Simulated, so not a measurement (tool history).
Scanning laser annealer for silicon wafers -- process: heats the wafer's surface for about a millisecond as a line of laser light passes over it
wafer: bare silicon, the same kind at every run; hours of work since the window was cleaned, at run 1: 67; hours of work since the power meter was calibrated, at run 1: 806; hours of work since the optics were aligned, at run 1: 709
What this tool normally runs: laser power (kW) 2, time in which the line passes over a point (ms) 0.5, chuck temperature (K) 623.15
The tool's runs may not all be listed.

| run | hour | laser power (kW) | time in which the line passes over a point (ms) | chuck temperature (K) | hours of work since the window was cleaned | hours of work since the power meter was calibrated | hours of work since the optics were aligned | highest temperature of the surface (K) |
|---|---|---|---|---|---|---|---|---|
| 1 | 0 | 2 | 0.5 | 623.15 | 67 | 806 | 709 | 1424.15 |
| 2 | 20.9 | 1.903 | 0.5 | 623.15 | 80 | 819 | 723 | 1383.15 |
| 3 | 52.2 | 1.903 | 0.5 | 623.15 | 101 | 840 | 743 | 1382.15 |
| 4 | 73.7 | 1.962 | 0.5 | 623.15 | 115 | 854 | 757 | 1406.15 |
| 5 | 115.8 | 2 | 0.462 | 623.15 | 142 | 881 | 784 | 1390.15 |
| 6 | 156.6 | 2 | 0.462 | 623.15 | 169 | 908 | 811 | 1388.15 |
| 7 | 191.4 | 2 | 0.462 | 623.15 | 191 | 930 | 834 | 1386.15 |
| 8 | 211.8 | 2 | 0.5 | 623.15 | 205 | 944 | 847 | 1414.15 |
| 9 | 252.4 | 2 | 0.48 | 623.15 | 231 | 970 | 874 | 1399.15 |
| 10 | 279.8 | 2 | 0.48 | 623.15 | 249 | 988 | 891 | 1399.15 |
| 11 | 306.9 | 2 | 0.615 | 584.15 | 267 | 1006 | 909 | 1452.15 |
| 12 | 340.5 | 2 | 0.615 | 584.15 | 289 | 1027 | 931 | 1453.15 |
| 13 | 381.1 | 2 | 0.615 | 584.15 | 315 | 1054 | 957 | 1455.15 |
| 14 | 403.3 | 2 | 0.615 | 584.15 | 329 | 1068 | 972 | 1454.15 |
| 15 | 449.3 | 2 | 0.615 | 584.15 | 359 | 1098 | 1002 | 1448.15 |
| 16 | 494.3 | 1.899 | 0.615 | 638.15 | 389 | 1128 | 1031 | 1460.15 |
| 17 | 533.3 | 1.775 | 0.428 | 623.15 | 414 | 1153 | 1057 | 1275.15 |
| 18 | 556.6 | 1.775 | 0.428 | 623.15 | 429 | 1168 | 1072 | 1275.15 |
| 19 | 596.1 | 1.901 | 0.461 | 591.15 | 455 | 1194 | 1097 | 1310.15 |
| 20 | 618.3 | 2 | 0.435 | 650.15 | 470 | 1208 | 1112 | 1386.15 |

Here are 5 independent what-if runs from the current tool condition. What would each one return?
| A | 645.2 | 2.069 | 0.364 | 661.15 | 487 | 1226 | 1129 | ? |
| B | 645.2 | 2.15 | 0.435 | 650.15 | 487 | 1226 | 1129 | ? |
| C | 645.2 | 1.865 | 0.607 | 659.15 | 487 | 1226 | 1129 | ? |
| D | 645.2 | 2.022 | 0.451 | 627.15 | 487 | 1226 | 1129 | ? |
| E | 645.2 | 2.064 | 0.5 | 583.15 | 487 | 1226 | 1129 | ? |

| run | highest temperature of the surface (K) |
|---|---|
| A | 1365.15 |
| B | 1437.15 |
| C | 1456.15 |
| D | 1382.15 |
| E | 1390.15 |
The same runs, with their run-to-run variation unchanged, on a tool lacking any hidden condition would have given:
| run | highest temperature of the surface (K) |
|---|---|
| A | 1384.15 |
| B | 1459.15 |
| C | 1478.15 |
| D | 1403.15 |
| E | 1412.15 |

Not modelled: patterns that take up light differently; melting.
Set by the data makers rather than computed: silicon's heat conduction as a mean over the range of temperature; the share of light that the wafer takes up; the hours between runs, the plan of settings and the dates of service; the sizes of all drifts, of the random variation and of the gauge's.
